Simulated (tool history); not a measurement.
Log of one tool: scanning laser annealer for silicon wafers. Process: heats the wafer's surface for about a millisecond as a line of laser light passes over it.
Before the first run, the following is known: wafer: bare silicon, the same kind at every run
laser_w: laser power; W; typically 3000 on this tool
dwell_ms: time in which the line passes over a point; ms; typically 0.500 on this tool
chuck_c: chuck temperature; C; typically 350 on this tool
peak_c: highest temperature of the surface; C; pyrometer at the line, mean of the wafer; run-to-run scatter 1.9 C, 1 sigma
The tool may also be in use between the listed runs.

run	hour	laser_w	dwell_ms	chuck_c	peak_c
1	0.0	3000	0.500	350	1101
2	10.8	3000	0.500	350	1096
3	25.7	3000	0.500	350	1098
4	34.1	3000	0.500	350	1098
5	47.3	3000	0.500	350	1091
6	62.0	3000	0.500	350	1098
7	75.7	3000	0.500	350	1098
8	85.4	3000	0.500	350	1096
9	94.4	3000	0.540	350	1124
10	105.0	3000	0.540	350	1125
11	116.8	3000	0.540	350	1124
12	126.2	3000	0.451	350	1054
13	136.9	3000	0.451	350	1057
14	144.1	3000	0.500	350	1091
15	153.3	3000	0.500	350	1092
16	167.6	3000	0.500	369	1112
17	178.0	3000	0.544	350	1130
18	186.1	3000	0.544	350	1130
19	196.0	3000	0.544	350	1126
20	207.0	3000	0.544	350	1125
# hour 211.4: laser's power meter calibrated
21	225.3	3000	0.544	350	1123
22	238.3	3212	0.500	327	1125
# hour 248.0: laser's power meter calibrated, once more
23	257.0	3181	0.614	327	1217
24	272.3	3181	0.614	327	1223
25	281.0	3000	0.367	357	986
26	288.2	3206	0.500	333	1134
27	299.6	3000	0.500	333	1074
28	312.0	3000	0.500	325	1068
29	320.2	2891	0.610	358	1149
30	335.7	2891	0.610	358	1149
31	350.4	3000	0.426	350	1028
32	357.5	3073	0.426	350	1048
33	373.4	2971	0.491	350	1077
34	380.1	3265	0.527	350	1192
35	392.0	3265	0.527	350	1189
36	399.4	2594	0.417	322	885
37	406.6	2602	0.500	350	977
38	419.0	3194	0.500	365	1154
39	426.3	3194	0.500	365	1157
40	436.1	3102	0.500	350	1120
41	448.7	3102	0.500	311	1079
42	460.6	3102	0.500	311	1079

Measured minus without-hidden-state, run by run (identical run-to-run variation in each term; gauge scatter may differ):
Unlogged tool condition in this case: light that passes the window, % of a clean one's; laser's true power over the reading, %; width of the line over the set one, %; drift of the gauge itself on peak_c, C.
run	peak_c
1	-40
2	-40
3	-40
4	-40
5	-41
6	-41
7	-42
8	-42
9	-44
10	-45
11	-45
12	-41
13	-41
14	-43
15	-44
16	-44
17	-47
18	-47
19	-47
20	-48
21	-49
22	-52
23	-53
24	-52
25	-37
26	-48
27	-45
28	-46
29	-49
30	-49
31	-43
32	-44
33	-46
34	-54
35	-55
36	-37
37	-40
38	-52
39	-53
40	-51
41	-51
42	-51
